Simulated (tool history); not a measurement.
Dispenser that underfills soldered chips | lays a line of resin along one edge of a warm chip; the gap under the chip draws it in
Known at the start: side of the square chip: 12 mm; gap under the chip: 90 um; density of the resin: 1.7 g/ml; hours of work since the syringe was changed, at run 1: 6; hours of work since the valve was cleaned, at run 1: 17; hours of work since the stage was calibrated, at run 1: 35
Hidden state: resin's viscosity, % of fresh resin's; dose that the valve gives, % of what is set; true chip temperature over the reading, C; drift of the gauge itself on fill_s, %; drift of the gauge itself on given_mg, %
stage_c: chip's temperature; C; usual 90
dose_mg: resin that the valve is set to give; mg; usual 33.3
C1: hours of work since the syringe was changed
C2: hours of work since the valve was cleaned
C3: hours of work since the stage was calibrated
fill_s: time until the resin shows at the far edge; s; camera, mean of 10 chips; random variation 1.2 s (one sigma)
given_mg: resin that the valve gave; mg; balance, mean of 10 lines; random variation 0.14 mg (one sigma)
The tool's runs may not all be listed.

{"run": 1, "hour": 0.0, "stage_c": 90, "dose_mg": 33.3, "C1": 6, "C2": 17, "C3": 35, "fill_s": 179.5, "given_mg": 33.08}
{"hour": 4.7, "done": "new syringe of resin"}
{"run": 2, "hour": 10.0, "stage_c": 90, "dose_mg": 33.3, "C1": 4, "C2": 24, "C3": 42, "fill_s": 154.4, "given_mg": 32.99}
{"hour": 17.6, "done": "new syringe of resin"}
{"run": 3, "hour": 19.6, "stage_c": 90, "dose_mg": 33.3, "C1": 1, "C2": 30, "C3": 49, "fill_s": 128.7, "given_mg": 32.88}
{"run": 4, "hour": 27.4, "stage_c": 90, "dose_mg": 33.3, "C1": 7, "C2": 35, "C3": 54, "fill_s": 202.1, "given_mg": 32.78}
{"hour": 30.5, "done": "new syringe of resin"}
{"run": 5, "hour": 40.6, "stage_c": 90, "dose_mg": 33.3, "C1": 7, "C2": 44, "C3": 63, "fill_s": 205.2, "given_mg": 32.63}
{"hour": 43.3, "done": "new syringe of resin"}
{"run": 6, "hour": 52.7, "stage_c": 90, "dose_mg": 33.3, "C1": 7, "C2": 53, "C3": 71, "fill_s": 202.7, "given_mg": 32.44}
{"hour": 56.0, "done": "new syringe of resin"}
{"run": 7, "hour": 63.6, "stage_c": 90, "dose_mg": 33.3, "C1": 5, "C2": 60, "C3": 79, "fill_s": 181.7, "given_mg": 32.29}
{"hour": 69.5, "done": "new syringe of resin"}
{"run": 8, "hour": 73.8, "stage_c": 90, "dose_mg": 41.6, "C1": 3, "C2": 67, "C3": 86, "fill_s": 142.8, "given_mg": 40.26}
{"hour": 83.1, "done": "new syringe of resin"}
{"run": 9, "hour": 86.5, "stage_c": 90, "dose_mg": 41.6, "C1": 2, "C2": 76, "C3": 94, "fill_s": 136.8, "given_mg": 40.32}
{"hour": 96.5, "done": "new syringe of resin"}
{"run": 10, "hour": 97.4, "stage_c": 90, "dose_mg": 33.3, "C1": 1, "C2": 83, "C3": 102, "fill_s": 125.5, "given_mg": 32.13}
{"run": 11, "hour": 107.6, "stage_c": 90, "dose_mg": 33.3, "C1": 8, "C2": 90, "C3": 109, "fill_s": 216.7, "given_mg": 31.94}
{"hour": 110.2, "done": "new syringe of resin"}
{"run": 12, "hour": 118.0, "stage_c": 90, "dose_mg": 33.3, "C1": 5, "C2": 97, "C3": 116, "fill_s": 186.7, "given_mg": 32.1}
{"hour": 123.7, "done": "new syringe of resin"}
{"run": 13, "hour": 129.4, "stage_c": 90, "dose_mg": 33.3, "C1": 4, "C2": 105, "C3": 124, "fill_s": 165.9, "given_mg": 31.8}
{"hour": 137.0, "done": "new syringe of resin"}
{"run": 14, "hour": 139.4, "stage_c": 90, "dose_mg": 33.3, "C1": 2, "C2": 112, "C3": 130, "fill_s": 135.5, "given_mg": 31.9}
{"hour": 150.5, "done": "new syringe of resin"}
{"run": 15, "hour": 152.0, "stage_c": 90, "dose_mg": 33.3, "C1": 1, "C2": 120, "C3": 139, "fill_s": 126.7, "given_mg": 31.64}
{"run": 16, "hour": 161.7, "stage_c": 90, "dose_mg": 33.3, "C1": 8, "C2": 127, "C3": 146, "fill_s": 221.2, "given_mg": 31.64}
{"hour": 163.8, "done": "new syringe of resin"}
{"run": 17, "hour": 173.5, "stage_c": 90, "dose_mg": 33.3, "C1": 7, "C2": 135, "C3": 154, "fill_s": 209.6, "given_mg": 31.26}
{"hour": 177.4, "done": "new syringe of resin"}
{"run": 18, "hour": 182.1, "stage_c": 91, "dose_mg": 38.2, "C1": 3, "C2": 141, "C3": 160, "fill_s": 142.9, "given_mg": 36.07}
{"hour": 188.7, "done": "dispensing valve cleaned and set on the balance"}
{"run": 19, "hour": 190.0, "stage_c": 88, "dose_mg": 34.6, "C1": 8, "C2": 1, "C3": 164, "fill_s": 245.9, "given_mg": 34.34}
{"hour": 191.3, "done": "new syringe of resin"}
{"run": 20, "hour": 203.2, "stage_c": 104, "dose_mg": 30.6, "C1": 8, "C2": 10, "C3": 173, "fill_s": 125.4, "given_mg": 30.62}
{"hour": 204.7, "done": "new syringe of resin"}
{"run": 21, "hour": 216.1, "stage_c": 104, "dose_mg": 30.6, "C1": 8, "C2": 19, "C3": 182, "fill_s": 122.1, "given_mg": 30.27}
{"hour": 218.1, "done": "new syringe of resin"}
{"run": 22, "hour": 228.1, "stage_c": 76, "dose_mg": 34.8, "C1": 7, "C2": 27, "C3": 190, "fill_s": 414.7, "given_mg": 34.4}
{"hour": 231.2, "done": "new syringe of resin"}
{"run": 23, "hour": 234.9, "stage_c": 90, "dose_mg": 33.0, "C1": 3, "C2": 31, "C3": 195, "fill_s": 150.0, "given_mg": 32.4}
{"run": 24, "hour": 243.2, "stage_c": 93, "dose_mg": 42.7, "C1": 8, "C2": 37, "C3": 201, "fill_s": 203.0, "given_mg": 41.87}
{"hour": 244.1, "done": "new syringe of resin"}
{"run": 25, "hour": 253.6, "stage_c": 96, "dose_mg": 35.8, "C1": 7, "C2": 44, "C3": 208, "fill_s": 153.8, "given_mg": 35.38}
{"hour": 257.5, "done": "new syringe of resin"}
{"run": 26, "hour": 261.3, "stage_c": 78, "dose_mg": 33.0, "C1": 3, "C2": 49, "C3": 213, "fill_s": 268.3, "given_mg": 32.4}
{"hour": 270.6, "done": "new syringe of resin"}
{"run": 27, "hour": 273.1, "stage_c": 78, "dose_mg": 36.3, "C1": 2, "C2": 57, "C3": 221, "fill_s": 239.3, "given_mg": 35.55}
{"run": 28, "hour": 278.4, "stage_c": 90, "dose_mg": 37.0, "C1": 5, "C2": 61, "C3": 225, "fill_s": 180.7, "given_mg": 35.94}
{"hour": 283.7, "done": "new syringe of resin"}
{"run": 29, "hour": 288.0, "stage_c": 92, "dose_mg": 39.3, "C1": 3, "C2": 68, "C3": 231, "fill_s": 138.3, "given_mg": 37.93}
{"run": 30, "hour": 296.1, "stage_c": 92, "dose_mg": 39.3, "C1": 9, "C2": 73, "C3": 237, "fill_s": 214.1, "given_mg": 37.86}
{"hour": 297.6, "done": "new syringe of resin"}
{"run": 31, "hour": 307.0, "stage_c": 92, "dose_mg": 39.3, "C1": 7, "C2": 81, "C3": 244, "fill_s": 184.2, "given_mg": 37.97}
{"hour": 310.6, "done": "new syringe of resin"}
{"run": 32, "hour": 315.2, "stage_c": 92, "dose_mg": 33.3, "C1": 3, "C2": 86, "C3": 250, "fill_s": 144.5, "given_mg": 31.94}
{"hour": 324.0, "done": "new syringe of resin"}
{"run": 33, "hour": 328.3, "stage_c": 92, "dose_mg": 33.3, "C1": 3, "C2": 95, "C3": 259, "fill_s": 141.4, "given_mg": 31.91}
{"run": 34, "hour": 335.4, "stage_c": 92, "dose_mg": 33.3, "C1": 8, "C2": 100, "C3": 264, "fill_s": 213.4, "given_mg": 31.84}

Measured less the same run without the tool's hidden state. The same run-to-run variation is in both; the gauge's scatter may not be:
run=1 fill_s=+66.0 given_mg=-0.28
run=2 fill_s=+41.1 given_mg=-0.37
run=3 fill_s=+15.2 given_mg=-0.46
run=4 fill_s=+88.1 given_mg=-0.54
run=5 fill_s=+90.9 given_mg=-0.67
run=6 fill_s=+88.6 given_mg=-0.80
run=7 fill_s=+66.5 given_mg=-0.89
run=8 fill_s=+33.1 given_mg=-1.22
run=9 fill_s=+26.6 given_mg=-1.40
run=10 fill_s=+9.7 given_mg=-1.23
run=11 fill_s=+104.4 given_mg=-1.32
run=12 fill_s=+71.7 given_mg=-1.44
run=13 fill_s=+50.9 given_mg=-1.52
run=14 fill_s=+21.9 given_mg=-1.64
run=15 fill_s=+13.4 given_mg=-1.76
run=16 fill_s=+107.2 given_mg=-1.86
run=17 fill_s=+95.8 given_mg=-1.95
run=18 fill_s=+37.8 given_mg=-2.36
run=19 fill_s=+123.6 given_mg=+0.00
run=20 fill_s=+64.2 given_mg=-0.13
run=21 fill_s=+60.3 given_mg=-0.24
run=22 fill_s=+195.3 given_mg=-0.39
run=23 fill_s=+35.7 given_mg=-0.42
run=24 fill_s=+106.4 given_mg=-0.65
run=25 fill_s=+68.4 given_mg=-0.66
run=26 fill_s=+65.9 given_mg=-0.68
run=27 fill_s=+40.1 given_mg=-0.87
run=28 fill_s=+69.0 given_mg=-0.94
run=29 fill_s=+36.2 given_mg=-1.10
run=30 fill_s=+114.3 given_mg=-1.19
run=31 fill_s=+83.5 given_mg=-1.33
run=32 fill_s=+39.6 given_mg=-1.18
run=33 fill_s=+37.6 given_mg=-1.31
run=34 fill_s=+109.0 given_mg=-1.37
